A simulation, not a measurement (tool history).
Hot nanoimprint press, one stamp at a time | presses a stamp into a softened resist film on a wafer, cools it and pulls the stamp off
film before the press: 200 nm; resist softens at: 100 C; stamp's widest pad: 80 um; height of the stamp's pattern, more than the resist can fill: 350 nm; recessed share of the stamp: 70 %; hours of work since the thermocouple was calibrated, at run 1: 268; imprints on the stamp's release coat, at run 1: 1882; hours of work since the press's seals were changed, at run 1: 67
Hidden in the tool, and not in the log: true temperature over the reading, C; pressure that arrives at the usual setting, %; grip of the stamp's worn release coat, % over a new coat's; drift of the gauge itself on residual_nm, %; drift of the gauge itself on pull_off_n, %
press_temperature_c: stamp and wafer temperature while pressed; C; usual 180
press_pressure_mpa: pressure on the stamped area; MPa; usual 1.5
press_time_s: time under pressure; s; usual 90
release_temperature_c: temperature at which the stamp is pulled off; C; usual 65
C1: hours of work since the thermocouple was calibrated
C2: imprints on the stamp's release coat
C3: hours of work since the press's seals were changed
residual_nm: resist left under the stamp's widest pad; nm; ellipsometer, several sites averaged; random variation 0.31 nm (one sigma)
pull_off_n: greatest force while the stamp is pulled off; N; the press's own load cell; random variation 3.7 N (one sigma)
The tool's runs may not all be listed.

Run 1, hour 0: usual settings; C1 268; C2 1882; C3 67. Result: residual_nm 108.1 nm, pull_off_n 185 N.
Run 2, hour 10.3: usual settings but press_temperature_c 178 C; C1 273; C2 1915; C3 71. Result: residual_nm 115.7 nm, pull_off_n 183 N.
Run 3, hour 15.5: usual settings but press_time_s 87 s; C1 275; C2 1932; C3 73. Result: residual_nm 110.3 nm, pull_off_n 179 N.
Run 4, hour 25.1: usual settings but press_time_s 87 s; C1 279; C2 1962; C3 77. Result: residual_nm 110.1 nm, pull_off_n 180 N.
Run 5, hour 36.6: usual settings but press_time_s 87 s; C1 283; C2 1998; C3 82. Result: residual_nm 110.6 nm, pull_off_n 182 N.
Run 6, hour 43: usual settings but press_time_s 87 s; C1 286; C2 2018; C3 84. Result: residual_nm 110.6 nm, pull_off_n 187 N.
Run 7, hour 53.1: usual settings but press_time_s 87 s; C1 290; C2 2050; C3 88. Result: residual_nm 111.3 nm, pull_off_n 180 N.
Run 8, hour 58.2: usual settings but press_temperature_c 171 C, press_pressure_mpa 1.84 MPa, release_temperature_c 69 C; C1 292; C2 2067; C3 90. Result: residual_nm 135.7 nm, pull_off_n 165 N.
Run 9, hour 64.1: usual settings but press_temperature_c 171 C, press_pressure_mpa 1.84 MPa, release_temperature_c 69 C; C1 295; C2 2085; C3 93. Result: residual_nm 135.2 nm, pull_off_n 162 N.
Run 10, hour 72.9: usual settings but press_temperature_c 171 C, press_pressure_mpa 1.84 MPa, release_temperature_c 69 C; C1 298; C2 2113; C3 96. Result: residual_nm 135.5 nm, pull_off_n 172 N.

The same runs without the tool's hidden state, with the same run-to-run variation:
run  residual_nm
  1        108.2
  2        115.5
  3          110
  4        109.6
  5        109.8
  6        109.7
  7        110.2
  8        134.1
  9        133.4
 10        133.5
pull_off_n: within 3 N of the measured result in every run.
